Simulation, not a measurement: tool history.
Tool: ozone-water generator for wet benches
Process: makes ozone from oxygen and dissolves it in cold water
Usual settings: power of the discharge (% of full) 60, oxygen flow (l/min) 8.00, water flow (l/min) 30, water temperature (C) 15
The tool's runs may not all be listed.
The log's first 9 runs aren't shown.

| run | hour | power of the discharge (% of full) | oxygen flow (l/min) | water flow (l/min) | water temperature (C) | hours of work since the electrodes were changed | hours of work since the contactor was cleaned | hours of work since the thermometer was calibrated | dissolved ozone (ppm) | ozone in the gas ahead of the water (g/m3) |
|---|---|---|---|---|---|---|---|---|---|---|
| 10 | 422.4 | 43 | 8.00 | 30 | 15 | 1002 | 3654 | 2114 | 13.1 | 126.6 |
| 11 | 487.0 | 60 | 8.00 | 30 | 11 | 1055 | 3707 | 2167 | 17.6 | 161.4 |
| 12 | 530.6 | 60 | 8.00 | 30 | 15 | 1090 | 3742 | 2202 | 16.8 | 161.7 |
| 13 | 600.5 | 46 | 8.00 | 30 | 15 | 1147 | 3799 | 2259 | 13.5 | 132.9 |
| 14 | 644.2 | 43 | 8.00 | 30 | 15 | 1183 | 3834 | 2295 | 13.0 | 126.8 |
|  | 654.5 | contactor cleaned |
| 15 | 719.9 | 43 | 8.00 | 30 | 15 | 1241 | 53 | 2353 | 12.8 | 125.5 |
| 16 | 760.3 | 43 | 8.00 | 30 | 15 | 1273 | 86 | 2385 | 12.5 | 125.6 |
| 17 | 822.5 | 40 | 13.24 | 30 | 9 | 1324 | 136 | 2436 | 13.3 | 94.6 |
| 18 | 893.1 | 40 | 13.24 | 30 | 9 | 1381 | 194 | 2493 | 13.2 | 94.4 |
| 19 | 965.2 | 60 | 12.68 | 30 | 15 | 1440 | 252 | 2552 | 16.7 | 131.2 |
|  | 1001.3 | contactor cleaned, once more |
| 20 | 1001.3 | 100 | 12.95 | 18 | 15 | 1466 | 0 | 2578 | 36.7 | 191.6 |
| 21 | 1040.9 | 97 | 12.35 | 22 | 12 | 1498 | 32 | 2610 | 33.3 | 190.3 |
| 22 | 1102.9 | 97 | 12.35 | 22 | 12 | 1548 | 82 | 2660 | 33.5 | 191.0 |
| 23 | 1148.8 | 55 | 8.00 | 30 | 12 | 1586 | 120 | 2698 | 16.7 | 151.0 |
| 24 | 1193.4 | 55 | 7.72 | 30 | 14 | 1622 | 156 | 2734 | 16.2 | 152.8 |
| 25 | 1249.7 | 67 | 7.72 | 30 | 14 | 1667 | 202 | 2779 | 18.8 | 178.4 |
| 26 | 1317.0 | 41 | 8.00 | 30 | 8 | 1722 | 256 | 2834 | 14.0 | 122.8 |
| 27 | 1374.7 | 41 | 8.00 | 30 | 8 | 1769 | 303 | 2881 | 14.3 | 120.8 |
| 28 | 1434.4 | 40 | 8.00 | 30 | 12 | 1817 | 351 | 2929 | 13.2 | 119.7 |
| 29 | 1468.4 | 60 | 8.12 | 36 | 18 | 1845 | 379 | 2957 | 13.8 | 159.4 |
| 30 | 1507.4 | 55 | 8.12 | 36 | 18 | 1877 | 411 | 2989 | 13.1 | 150.3 |

Forecast each of these 5 alternatives for the next run:
| A | 1568.6 | 93 | 8.00 | 46 | 15 | 1926 | 460 | 3038 | ? | ? |
| B | 1568.6 | 55 | 8.12 | 45 | 18 | 1926 | 460 | 3038 | ? | ? |
| C | 1568.6 | 84 | 5.38 | 30 | 15 | 1926 | 460 | 3038 | ? | ? |
| D | 1568.6 | 78 | 4.11 | 36 | 18 | 1926 | 460 | 3038 | ? | ? |
| E | 1568.6 | 60 | 6.26 | 18 | 11 | 1926 | 460 | 3038 | ? | ? |

| run | dissolved ozone (ppm) | ozone in the gas ahead of the water (g/m3) |
|---|---|---|
| A | 15.8 | 225.3 |
| B | 10.6 | 148.4 |
| C | 20.5 | 250.4 |
| D | 14.8 | 265.4 |
| E | 26.8 | 178.3 |
Without the tool's hidden state the same runs would have given:
| run | dissolved ozone (ppm) | ozone in the gas ahead of the water (g/m3) |
|---|---|---|
| A | 16.4 | 230.6 |
| B | 10.9 | 150.7 |
| C | 21.3 | 255.8 |
| D | 15.3 | 270.9 |
| E | 27.7 | 181.3 |
